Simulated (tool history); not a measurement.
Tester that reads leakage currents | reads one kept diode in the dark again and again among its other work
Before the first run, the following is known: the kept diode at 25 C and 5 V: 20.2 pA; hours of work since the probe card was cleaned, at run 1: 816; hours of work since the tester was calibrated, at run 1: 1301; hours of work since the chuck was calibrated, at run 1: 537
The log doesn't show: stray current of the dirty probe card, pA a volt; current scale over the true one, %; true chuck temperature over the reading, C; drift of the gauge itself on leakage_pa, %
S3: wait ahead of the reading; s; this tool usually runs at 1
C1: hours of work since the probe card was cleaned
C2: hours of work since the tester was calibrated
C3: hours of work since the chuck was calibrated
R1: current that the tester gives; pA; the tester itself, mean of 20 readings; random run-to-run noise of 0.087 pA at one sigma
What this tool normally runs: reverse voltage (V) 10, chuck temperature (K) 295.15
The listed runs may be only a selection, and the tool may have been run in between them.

Run 1, hour 0: usual settings; C1 816; C2 1301; C3 537. Result: R1 26.68 pA.
Run 2, hour 97.1: usual settings; C1 878; C2 1363; C3 600. Result: R1 26.74 pA.
Run 3, hour 159.8: usual settings; C1 919; C2 1404; C3 640. Result: R1 26.82 pA.
Run 4, hour 209.7: usual settings; C1 951; C2 1436; C3 672. Result: R1 27.17 pA.
At hour 244.2: chuck's temperature calibrated.
Run 5, hour 281: usual settings but S3 7.76 s; C1 996; C2 1481; C3 24. Result: R1 25.52 pA.
Run 6, hour 361.9: usual settings but S3 0.81 s; C1 1048; C2 1533; C3 76. Result: R1 29.33 pA.
Run 7, hour 417: usual settings but S3 0.81 s; C1 1084; C2 1569; C3 112. Result: R1 29.18 pA.
Run 8, hour 490.4: usual settings but S3 0.81 s; C1 1131; C2 1616; C3 159. Result: R1 29.35 pA.
Run 9, hour 534.6: usual settings but reverse voltage (V) 4.2; C1 1160; C2 1645; C3 188. Result: R1 18.52 pA.
Run 10, hour 623.1: usual settings but reverse voltage (V) 9.5; C1 1217; C2 1702; C3 245. Result: R1 28.23 pA.
Run 11, hour 674: usual settings but reverse voltage (V) 9.5; C1 1250; C2 1735; C3 278. Result: R1 28.33 pA.
Run 12, hour 724.7: usual settings; C1 1282; C2 1767; C3 310. Result: R1 29.28 pA.
Run 13, hour 819.7: usual settings; C1 1344; C2 1829; C3 372. Result: R1 29.39 pA.
At hour 829.2: tester calibrated.
Run 14, hour 906.6: usual settings; C1 1399; C2 50; C3 426. Result: R1 29.44 pA.
Run 15, hour 990.4: usual settings; C1 1453; C2 104; C3 481. Result: R1 29.78 pA.
Run 16, hour 1054: usual settings; C1 1494; C2 145; C3 522. Result: R1 29.87 pA.
At hour 1085.5: tester calibrated, once more.
Run 17, hour 1096.8: usual settings; C1 1520; C2 7; C3 548. Result: R1 30.29 pA.
Run 18, hour 1174.6: usual settings; C1 1570; C2 58; C3 598. Result: R1 30.48 pA.
Run 19, hour 1230.7: usual settings; C1 1607; C2 94; C3 634. Result: R1 30.5 pA.
Run 20, hour 1302.7: usual settings but reverse voltage (V) 4.4; C1 1653; C2 140; C3 681. Result: R1 19.54 pA.
At hour 1322.2: chuck's temperature calibrated.
Run 21, hour 1360.9: usual settings but chuck temperature (K) 325.15, S3 1.93 s; C1 1689; C2 177; C3 25. Result: R1 192.77 pA.
Run 22, hour 1403.3: usual settings but reverse voltage (V) 18.1, chuck temperature (K) 314.15, S3 0.84 s; C1 1717; C2 204; C3 52. Result: R1 127.92 pA.
Run 23, hour 1476.8: usual settings but reverse voltage (V) 18.1, chuck temperature (K) 314.15, S3 0.84 s; C1 1764; C2 251; C3 100. Result: R1 127.41 pA.
Run 24, hour 1575.6: usual settings but reverse voltage (V) 18.1, chuck temperature (K) 314.15, S3 0.84 s; C1 1828; C2 315; C3 164. Result: R1 127.2 pA.
Run 25, hour 1637.4: usual settings but reverse voltage (V) 18.1, chuck temperature (K) 314.15, S3 0.84 s; C1 1868; C2 355; C3 204. Result: R1 128.04 pA.
Run 26, hour 1728.4: usual settings but reverse voltage (V) 18.1, chuck temperature (K) 314.15, S3 0.84 s; C1 1927; C2 414; C3 262. Result: R1 128.11 pA.
Run 27, hour 1778.9: usual settings but reverse voltage (V) 7.1, S3 1.81 s; C1 1959; C2 446; C3 295. Result: R1 25.66 pA.
Run 28, hour 1838.9: usual settings but reverse voltage (V) 1.5, chuck temperature (K) 299.15, S3 0.42 s; C1 1998; C2 485; C3 334. Result: R1 16.68 pA.
Run 29, hour 1913: usual settings but reverse voltage (V) 1.5, chuck temperature (K) 299.15, S3 0.42 s; C1 2046; C2 533; C3 382. Result: R1 16.78 pA.
Run 30, hour 1965: usual settings but reverse voltage (V) 1.5, chuck temperature (K) 299.15, S3 0.42 s; C1 2079; C2 567; C3 415. Result: R1 16.72 pA.
Run 31, hour 2039.8: usual settings but chuck temperature (K) 310.15, S3 0.48 s; C1 2128; C2 615; C3 463. Result: R1 79.59 pA.
Run 32, hour 2137.5: usual settings but chuck temperature (K) 293.15, S3 7.76 s; C1 2191; C2 678; C3 527. Result: R1 27.67 pA.
Run 33, hour 2224.3: usual settings but reverse voltage (V) 1.7, chuck temperature (K) 318.15, S3 1.97 s; C1 2247; C2 734; C3 583. Result: R1 61.15 pA.
Run 34, hour 2285.7: usual settings but S3 5.92 s; C1 2287; C2 774; C3 622. Result: R1 31.24 pA.
Run 35, hour 2376.8: usual settings but reverse voltage (V) 6, chuck temperature (K) 318.15, S3 5.19 s; C1 2345; C2 833; C3 681. Result: R1 98.49 pA.
At hour 2402.1: chuck's temperature calibrated.
Run 36, hour 2452.7: usual settings but reverse voltage (V) 9.6, chuck temperature (K) 326.15, S3 1.35 s; C1 2393; C2 880; C3 33. Result: R1 204.85 pA.
Run 37, hour 2549.9: usual settings but reverse voltage (V) 9.6, chuck temperature (K) 326.15, S3 0.43 s; C1 2456; C2 943; C3 95. Result: R1 208.06 pA.
Run 38, hour 2607.7: usual settings but reverse voltage (V) 1.1, chuck temperature (K) 313.15, S3 0.55 s; C1 2493; C2 980; C3 133. Result: R1 37.91 pA.
Run 39, hour 2679.4: usual settings but reverse voltage (V) 1.1, chuck temperature (K) 313.15, S3 0.55 s; C1 2540; C2 1027; C3 179. Result: R1 38.18 pA.

Branching from run 39: 4 alternative next runs. What would each branch give?
Run A, hour 2729.3: usual settings but S3 3.96 s; C1 2572; C2 1059; C3 211. Result: R1 ?.
Run B, hour 2729.3: usual settings but reverse voltage (V) 1.8, chuck temperature (K) 326.15, S3 5.11 s; C1 2572; C2 1059; C3 211. Result: R1 ?.
Run C, hour 2729.3: usual settings but reverse voltage (V) 6.5, chuck temperature (K) 319.15, S3 1.54 s; C1 2572; C2 1059; C3 211. Result: R1 ?.
Run D, hour 2729.3: usual settings but reverse voltage (V) 5, chuck temperature (K) 306.15, S3 0.75 s; C1 2572; C2 1059; C3 211. Result: R1 ?.

run      R1
  A   32.76
  B  106.77
  C  112.11
  D   44.86
With the hidden condition removed and each run's random variation left untouched, the same runs would have given:
run      R1
  A   21.07
  B  106.81
  C  106.41
  D   39.63
